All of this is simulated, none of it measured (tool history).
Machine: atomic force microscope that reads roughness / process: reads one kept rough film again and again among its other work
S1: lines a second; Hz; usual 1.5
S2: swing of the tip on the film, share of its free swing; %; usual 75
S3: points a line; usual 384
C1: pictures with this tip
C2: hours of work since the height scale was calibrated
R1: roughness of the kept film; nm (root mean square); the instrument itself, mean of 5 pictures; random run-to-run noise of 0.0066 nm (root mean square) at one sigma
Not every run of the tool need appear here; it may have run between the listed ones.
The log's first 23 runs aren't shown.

At hour 339.8: height scale calibrated on a step standard, once more.
Run 24, hour 353.2: usual settings but S1 1.39 Hz, S2 59 %, S3 438; C1 271; C2 6. Result: R1 1.215 nm (root mean square).
At hour 361.8: new tip fitted.
Run 25, hour 365.7: usual settings but S1 0.53 Hz, S3 361; C1 4; C2 10. Result: R1 1.38 nm (root mean square).
Run 26, hour 381.6: usual settings but S1 0.85 Hz, S2 64 %, S3 336; C1 21; C2 17. Result: R1 1.377 nm (root mean square).
Run 27, hour 395.9: usual settings but S3 867; C1 35; C2 23. Result: R1 1.31 nm (root mean square).
Run 28, hour 412.5: usual settings but S1 0.77 Hz, S3 878; C1 53; C2 30. Result: R1 1.34 nm (root mean square).
Run 29, hour 428.5: usual settings but S1 0.77 Hz, S3 878; C1 69; C2 36. Result: R1 1.343 nm (root mean square).
Run 30, hour 440: usual settings but S1 0.77 Hz, S3 878; C1 81; C2 41. Result: R1 1.325 nm (root mean square).
Run 31, hour 456.4: usual settings but S3 815; C1 98; C2 48. Result: R1 1.271 nm (root mean square).
Run 32, hour 465.7: usual settings but S3 815; C1 108; C2 51. Result: R1 1.254 nm (root mean square).

Below are 5 alternative next runs, each starting from the tool's condition after run 32. Predict each:
Run A, hour 484.2: usual settings but S1 2.43 Hz, S2 78 %, S3 401; C1 127; C2 59. Result: R1 ?.
Run B, hour 484.2: usual settings but S1 2.04 Hz, S2 82 %, S3 481; C1 127; C2 59. Result: R1 ?.
Run C, hour 484.2: usual settings but S1 2.74 Hz, S2 74 %, S3 365; C1 127; C2 59. Result: R1 ?.
Run D, hour 484.2: usual settings but S1 1.55 Hz, S2 76 %, S3 775; C1 127; C2 59. Result: R1 ?.
Run E, hour 484.2: usual settings but S1 1.68 Hz, S2 63 %, S3 716; C1 127; C2 59. Result: R1 ?.

run     R1
  A  1.154
  B  1.159
  C  1.173
  D  1.242
  E  1.286
With no hidden state in the tool, these same runs would have given:
run     R1
  A  1.242
  B  1.247
  C  1.263
  D  1.337
  E  1.384
